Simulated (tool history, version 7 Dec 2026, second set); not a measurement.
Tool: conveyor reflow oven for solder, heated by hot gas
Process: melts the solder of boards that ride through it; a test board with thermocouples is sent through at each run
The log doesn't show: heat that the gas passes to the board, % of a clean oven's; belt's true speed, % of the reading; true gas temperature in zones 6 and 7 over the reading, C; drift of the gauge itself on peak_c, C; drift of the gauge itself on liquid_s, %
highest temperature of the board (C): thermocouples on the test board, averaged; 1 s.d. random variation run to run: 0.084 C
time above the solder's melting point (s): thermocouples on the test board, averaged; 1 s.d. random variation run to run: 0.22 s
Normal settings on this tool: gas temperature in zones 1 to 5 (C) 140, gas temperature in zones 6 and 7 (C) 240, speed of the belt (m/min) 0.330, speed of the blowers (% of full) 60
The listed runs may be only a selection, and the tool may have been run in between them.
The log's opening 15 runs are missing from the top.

run,hour,gas temperature in zones 1 to 5 (C),gas temperature in zones 6 and 7 (C),speed of the belt (m/min),speed of the blowers (% of full),hours of work since the flux was cleaned out,hours of work since the belt drive was overhauled,hours of work since the thermocouples were changed,highest temperature of the board (C),time above the solder's melting point (s)
16,236.3,140,238,0.307,60,180,824,428,222.86,113.7
17,255.5,128,231,0.348,60,190,835,439,210.29,76.1
18,277.6,140,251,0.330,75,202,847,451,236.48,118.7
19,289.4,127,251,0.330,53,209,853,457,226.50,101.6
20,305.8,138,252,0.364,53,218,862,466,225.51,95.8
21,315.6,140,247,0.330,60,223,868,472,228.31,110.6
22,337.9,127,244,0.330,60,235,880,484,223.26,98.1
23,356.6,151,249,0.330,77,246,890,494,236.31,124.9
24,375.2,140,251,0.375,69,256,900,504,229.77,98.8
25,392.7,140,236,0.395,79,265,910,514,217.91,82.2
26,406.7,140,236,0.395,79,273,918,522,217.91,82.1
27,429.6,141,246,0.330,60,286,930,534,227.50,110.6
28,441.7,141,246,0.330,60,292,937,541,227.42,110.7
29,462.4,141,246,0.330,60,304,948,552,227.35,110.4
30,475.9,140,240,0.330,85,311,956,560,228.04,111.5

Predict each of these 4 candidate next runs independently; none follows another, all start after run 30:
A,494.6,140,240,0.330,63,321,966,570,?,?
B,494.6,140,251,0.330,77,321,966,570,?,?
C,494.6,140,231,0.330,50,321,966,570,?,?
D,494.6,128,240,0.325,85,321,966,570,?,?

run,highest temperature of the board (C),time above the solder's melting point (s)
A,222.70,105.1
B,236.34,118.3
C,210.81,87.2
D,227.02,105.8
Stripped of hidden state, with their random variation kept, the same runs would have yielded:
run,highest temperature of the board (C),time above the solder's melting point (s)
A,223.00,103.2
B,236.92,115.9
C,210.77,85.4
D,227.70,104.4

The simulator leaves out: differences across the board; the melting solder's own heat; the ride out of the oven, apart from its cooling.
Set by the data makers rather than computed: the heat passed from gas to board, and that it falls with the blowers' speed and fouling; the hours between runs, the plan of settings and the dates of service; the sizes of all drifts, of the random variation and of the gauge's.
